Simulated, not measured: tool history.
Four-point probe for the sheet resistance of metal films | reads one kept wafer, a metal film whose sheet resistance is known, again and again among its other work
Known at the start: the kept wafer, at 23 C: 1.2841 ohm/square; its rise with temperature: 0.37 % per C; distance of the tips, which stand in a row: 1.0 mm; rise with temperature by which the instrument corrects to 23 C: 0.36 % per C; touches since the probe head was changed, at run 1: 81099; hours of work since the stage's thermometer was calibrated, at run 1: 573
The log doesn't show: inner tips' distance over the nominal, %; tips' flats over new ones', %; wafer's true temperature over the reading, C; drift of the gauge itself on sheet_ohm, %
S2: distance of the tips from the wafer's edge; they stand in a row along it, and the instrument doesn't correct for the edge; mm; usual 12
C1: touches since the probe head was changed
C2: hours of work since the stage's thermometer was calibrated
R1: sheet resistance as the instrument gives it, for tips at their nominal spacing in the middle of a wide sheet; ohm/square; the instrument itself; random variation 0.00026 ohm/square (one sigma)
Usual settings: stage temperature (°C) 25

Run 1, hour 0: usual settings; C1 81099; C2 573. Result: R1 1.279005 ohm/square.
Run 2, hour 73.6: usual settings; C1 83110; C2 605. Result: R1 1.278559 ohm/square.
Run 3, hour 154: usual settings; C1 85306; C2 639. Result: R1 1.278286 ohm/square.
Run 4, hour 233.4: usual settings; C1 87473; C2 674. Result: R1 1.277562 ohm/square.
Run 5, hour 277.2: usual settings; C1 88670; C2 692. Result: R1 1.277412 ohm/square.
Run 6, hour 322.4: usual settings; C1 89904; C2 712. Result: R1 1.277503 ohm/square.
Run 7, hour 397.4: usual settings but stage temperature (°C) 24, S2 4 mm; C1 91953; C2 744. Result: R1 1.313279 ohm/square.
Run 8, hour 457.8: usual settings but S2 3 mm; C1 93603; C2 770. Result: R1 1.3429 ohm/square.
Run 9, hour 504.6: usual settings but stage temperature (°C) 28, S2 20 mm; C1 94882; C2 791. Result: R1 1.273212 ohm/square.
Run 10, hour 544.1: usual settings but stage temperature (°C) 21, S2 20 mm; C1 95962; C2 808. Result: R1 1.27295 ohm/square.
Run 11, hour 592.9: usual settings but stage temperature (°C) 26, S2 7 mm; C1 97294; C2 829. Result: R1 1.284745 ohm/square.

3 ways to go on from here, each from the tool as it stands after run 11. What would each give?
Run A, hour 648.4: usual settings but stage temperature (°C) 27, S2 5 mm; C1 98809; C2 853. Result: R1 ?.
Run B, hour 648.4: usual settings but stage temperature (°C) 18, S2 3 mm; C1 98809; C2 853. Result: R1 ?.
Run C, hour 648.4: usual settings but stage temperature (°C) 26, S2 21 mm; C1 98809; C2 853. Result: R1 ?.

run        R1
  A  1.298042
  B  1.341879
  C  1.271771
Without the tool's hidden state the same runs would have given:
run        R1
  A  1.311978
  B  1.356277
  C  1.285448
